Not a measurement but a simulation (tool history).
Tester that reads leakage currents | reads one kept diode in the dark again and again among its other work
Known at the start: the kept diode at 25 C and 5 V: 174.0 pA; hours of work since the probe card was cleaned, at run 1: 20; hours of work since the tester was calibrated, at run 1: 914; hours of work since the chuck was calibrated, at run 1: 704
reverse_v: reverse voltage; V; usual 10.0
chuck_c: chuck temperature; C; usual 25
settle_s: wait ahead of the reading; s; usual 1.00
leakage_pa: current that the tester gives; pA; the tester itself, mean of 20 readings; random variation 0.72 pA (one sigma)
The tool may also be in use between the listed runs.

run	hour	reverse_v	chuck_c	settle_s	hours of work since the probe card was cleaned	hours of work since the tester was calibrated	hours of work since the chuck was calibrated	leakage_pa
1	0.0	10.0	25	1.00	20	914	704	247.58
2	24.1	10.0	25	1.00	37	931	721	249.09
3	45.1	10.0	25	1.00	52	946	736	249.02
4	58.5	10.0	42	1.00	62	956	745	1019.97
5	78.0	10.0	42	1.00	76	970	759	1029.40
6	108.0	10.0	42	1.00	97	991	781	1023.45
7	124.6	10.0	42	1.00	109	1003	793	1031.58
8	146.1	10.0	42	1.00	125	1019	808	1029.39
9	172.4	10.0	42	1.00	143	1038	827	1026.38
10	203.3	10.0	42	1.00	165	1060	849	1032.32
11	234.4	10.0	42	1.00	188	1082	871	1036.59
12	260.8	10.0	25	1.00	207	1101	890	251.95
13	276.4	18.6	25	1.00	218	1112	902	333.05
14	303.5	18.6	25	1.00	237	1132	921	334.36
15	321.3	18.6	25	1.00	250	1144	934	334.89
16	347.3	18.6	25	1.00	269	1163	952	334.16
17	368.5	2.5	25	4.23	284	1178	968	136.01
18	396.1	9.4	30	4.23	304	1198	987	375.74
19	422.2	3.4	30	6.35	322	1217	1006	240.45
20	452.6	3.4	35	5.35	344	1238	1028	366.53
21	484.9	10.0	36	0.69	367	1262	1051	646.93
22	509.2	10.0	50	8.98	385	1279	1068	1928.64
23	527.7	5.1	50	8.98	398	1292	1082	1444.99
24	551.9	1.2	31	5.43	415	1310	1099	166.69
25	583.7	2.5	20	3.04	438	1332	1122	87.62
26	603.1	2.5	20	3.04	452	1346	1136	87.82

3 ways to go on from here, each from the tool as it stands after run 26. What would each give?
A	626.0	10.0	25	0.46	468	1363	1152	?
B	626.0	2.5	20	0.69	468	1363	1152	?
C	626.0	12.8	47	0.72	468	1363	1152	?

run	leakage_pa
A	261.90
B	89.01
C	1728.63
Without the tool's hidden state the same runs would have given:
run	leakage_pa
A	244.87
B	83.14
C	1632.77
